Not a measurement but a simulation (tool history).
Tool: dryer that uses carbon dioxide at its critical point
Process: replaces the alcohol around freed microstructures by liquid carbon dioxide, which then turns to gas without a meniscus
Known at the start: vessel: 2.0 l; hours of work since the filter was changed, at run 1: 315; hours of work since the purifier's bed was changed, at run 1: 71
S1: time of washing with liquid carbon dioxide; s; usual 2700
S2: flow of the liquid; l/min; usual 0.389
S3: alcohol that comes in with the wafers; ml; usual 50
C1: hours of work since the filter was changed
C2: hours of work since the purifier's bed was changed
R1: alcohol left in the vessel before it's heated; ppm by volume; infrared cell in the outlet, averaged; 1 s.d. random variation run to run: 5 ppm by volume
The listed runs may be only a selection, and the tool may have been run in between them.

run   hour    S1     S2  S3   C1   C2   R1
  1    0.0  2700  0.389  50  315   71   20
  2    7.2  2700  0.389  50  318   74   29
  3   18.6  2700  0.389  50  324   79   27
  4   30.7  2700  0.389  50  329   85   16
  5   38.6  2700  0.612  50  333   89   12
  6   49.8  2700  0.612  50  338   94    5
  7   60.7  2700  0.612  50  343   99    0
  8   74.5  2700  0.612  50  350  105   14
  9   88.8  2700  0.612  50  356  112   11
 10  100.5  2700  0.612  31  362  117    4
 11  110.8  2700  0.612  31  367  122   16
 12  122.1  2700  0.612  31  372  127    8
 13  130.0  2700  0.612  31  375  131    2
 14  146.8  2700  0.612  31  383  139   14
 15  154.0  2700  0.442  50  387  142   13
 16  169.3  2640  0.389  50  394  149   32
 17  181.2  2640  0.389  50  399  155   31
 18  191.7  2640  0.389  50  404  160   38
 19  204.5  2640  0.389  50  410  165   40
 20  218.3  2640  0.389  50  416  172   27
 21  234.5  2640  0.389  50  424  179   35
 22  251.9  2700  0.389  73  432  187   50
 23  266.7  2700  0.614  50  439  194   15
 24  274.4  2700  0.614  50  442  198   10
 25  289.0  2700  0.614  50  449  205   12
 26  297.1  2700  0.614  50  453  208   10
 27  308.0  2700  0.262  21  458  213  113
 28  319.4  3360  0.304  22  463  219   44
 29  332.9  2700  0.584  87  470  225   16
     337.0  -- inlet filter changed
 30  350.5  2580  0.584  62    6  233   12
 31  358.1  2580  0.584  62   10  236   19
 32  369.7  2700  0.247  20   15  242   64
 33  385.0  2700  0.524  20   22  249   19
 34  395.0  2700  0.524  20   27  253   25
 35  408.4  2100  0.262  22   33  260  164
 36  418.8  4140  0.282  31   38  264   20
 37  432.8  4140  0.355  50   44  271   22
 38  446.2  2280  0.389  60   51  277   40
 39  455.8  2280  0.389  60   55  282   49
 40  464.7  3240  0.389  60   59  286    8
 41  475.3  3600  0.406  38   64  291   23
 42  482.7  3600  0.406  38   68  294   14
 43  490.5  2700  0.315  96   71  298   82
 44  502.9  2700  0.315  96   77  303   91
 45  516.9  1620  0.478  96   83  310  129
 46  530.4  2160  0.619  58   90  316   12
 47  545.0  2160  0.619  58   97  323   24

What if the next run were any one of these 3? Each begins from the tool's condition after run 47:
  A  562.8  2160  0.579  24  105  331   ?
  B  562.8  2700  0.389  29  105  331   ?
  C  562.8  2580  0.389  30  105  331   ?

run  R1
  A  23
  B  19
  C  29
Stripped of hidden state, with their random variation kept, the same runs would have yielded:
run  R1
  A   8
  B   3
  C  12

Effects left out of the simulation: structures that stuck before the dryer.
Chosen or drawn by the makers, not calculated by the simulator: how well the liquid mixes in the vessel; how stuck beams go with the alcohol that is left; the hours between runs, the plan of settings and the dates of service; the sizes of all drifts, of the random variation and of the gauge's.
